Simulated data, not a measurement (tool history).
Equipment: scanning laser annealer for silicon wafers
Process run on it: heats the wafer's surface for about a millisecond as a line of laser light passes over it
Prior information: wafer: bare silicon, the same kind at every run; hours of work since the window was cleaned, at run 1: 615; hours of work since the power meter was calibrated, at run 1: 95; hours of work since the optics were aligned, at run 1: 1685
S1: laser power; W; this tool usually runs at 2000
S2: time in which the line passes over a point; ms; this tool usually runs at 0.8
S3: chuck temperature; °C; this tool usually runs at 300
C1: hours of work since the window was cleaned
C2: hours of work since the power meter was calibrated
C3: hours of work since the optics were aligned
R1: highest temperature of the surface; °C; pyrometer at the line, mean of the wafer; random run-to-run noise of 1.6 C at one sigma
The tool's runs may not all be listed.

{"run": 1, "hour": 0.0, "S1": 2000, "S2": 0.8, "S3": 300, "C1": 615, "C2": 95, "C3": 1685, "R1": 1047}
{"run": 2, "hour": 8.3, "S1": 2000, "S2": 0.8, "S3": 300, "C1": 619, "C2": 99, "C3": 1688, "R1": 1046}
{"run": 3, "hour": 15.6, "S1": 2000, "S2": 0.8, "S3": 300, "C1": 622, "C2": 103, "C3": 1692, "R1": 1048}
{"run": 4, "hour": 19.9, "S1": 2000, "S2": 0.906, "S3": 300, "C1": 624, "C2": 105, "C3": 1694, "R1": 1096}
{"run": 5, "hour": 25.4, "S1": 2000, "S2": 0.906, "S3": 300, "C1": 627, "C2": 107, "C3": 1696, "R1": 1095}
{"hour": 36.8, "done": "optics aligned, line set to its width"}
{"run": 6, "hour": 37.2, "S1": 2057, "S2": 0.8, "S3": 300, "C1": 630, "C2": 110, "C3": 0, "R1": 1096}
{"run": 7, "hour": 43.0, "S1": 2116, "S2": 0.975, "S3": 302, "C1": 633, "C2": 113, "C3": 3, "R1": 1206}
{"run": 8, "hour": 50.6, "S1": 2116, "S2": 0.975, "S3": 302, "C1": 636, "C2": 117, "C3": 6, "R1": 1205}
{"hour": 59.5, "done": "window over the wafer cleaned"}
{"run": 9, "hour": 59.8, "S1": 2000, "S2": 0.687, "S3": 300, "C1": 0, "C2": 120, "C3": 10, "R1": 1034}
{"run": 10, "hour": 68.0, "S1": 2000, "S2": 0.687, "S3": 300, "C1": 4, "C2": 124, "C3": 14, "R1": 1036}
{"run": 11, "hour": 72.4, "S1": 2000, "S2": 0.687, "S3": 300, "C1": 6, "C2": 126, "C3": 16, "R1": 1035}

3 ways to go on from here, each from the tool as it stands after run 11. What would each give?
{"run": "A", "hour": 76.8, "S1": 2000, "S2": 0.616, "S3": 334, "C1": 8, "C2": 128, "C3": 18, "R1": "?"}
{"run": "B", "hour": 76.8, "S1": 1991, "S2": 0.718, "S3": 322, "C1": 8, "C2": 128, "C3": 18, "R1": "?"}
{"run": "C", "hour": 76.8, "S1": 1982, "S2": 0.984, "S3": 261, "C1": 8, "C2": 128, "C3": 18, "R1": "?"}

run=A R1=1032
run=B R1=1070
run=C R1=1124
What these runs would have given with no unlogged condition in the tool:
run=A R1=1032
run=B R1=1071
run=C R1=1124
